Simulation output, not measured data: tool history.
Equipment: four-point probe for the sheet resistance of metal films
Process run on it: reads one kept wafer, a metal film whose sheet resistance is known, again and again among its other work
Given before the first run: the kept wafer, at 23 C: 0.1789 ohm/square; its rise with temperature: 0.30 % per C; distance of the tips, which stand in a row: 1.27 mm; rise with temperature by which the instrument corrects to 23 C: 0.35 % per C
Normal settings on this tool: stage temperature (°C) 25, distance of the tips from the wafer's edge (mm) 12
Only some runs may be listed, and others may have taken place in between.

run,day,stage temperature (°C),distance of the tips from the wafer's edge (mm),sheet resistance as the instrument gives it (ohm/square)
1,0.000,25,12,0.179289
2,1.200,25,12,0.179291
3,2.458,25,12,0.179274
4,3.283,25,12,0.179294
5,4.817,25,12,0.179341
6,6.342,25,12,0.179338
7,7.321,25,12,0.179339
8,8.358,25,12,0.179293
9,9.429,25,12,0.179303
10,10.700,25,12,0.179284
11,12.038,25,12,0.179367
12,13.638,21,12,0.179719
13,15.083,21,12,0.179669
14,15.758,21,12,0.179749
15,17.238,21,12,0.179759
16,18.912,20,5,0.184806
17,19.950,33,9,0.179494
18,21.254,33,9,0.179566
19,22.267,33,9,0.179553
20,23.729,35,33,0.177632
# day 23.871: stage's thermometer calibrated
21,24.688,18,33,0.179179
22,25.942,22,33,0.178819
23,26.804,31,12,0.178975
24,28.129,22,23,0.178973
25,29.058,22,23,0.178940
# day 29.404: stage's thermometer calibrated, once more
26,29.858,30,15,0.178511
27,30.675,21,4,0.187792
28,31.371,24,30,0.178491
29,32.262,24,30,0.178496

Alternative continuations, all from the tool just after run 29; predict every row:
A,33.300,25,7,?
B,33.300,23,7,?
C,33.300,25,61,?
D,33.300,25,48,?
E,33.300,20,25,?

run,sheet resistance as the instrument gives it (ohm/square)
A,0.181341
B,0.181547
C,0.178276
D,0.178356
E,0.178914
The same runs, with their run-to-run variation unchanged, on a tool lacking any hidden condition would have given:
run,sheet resistance as the instrument gives it (ohm/square)
A,0.181825
B,0.182031
C,0.178752
D,0.178832
E,0.179391

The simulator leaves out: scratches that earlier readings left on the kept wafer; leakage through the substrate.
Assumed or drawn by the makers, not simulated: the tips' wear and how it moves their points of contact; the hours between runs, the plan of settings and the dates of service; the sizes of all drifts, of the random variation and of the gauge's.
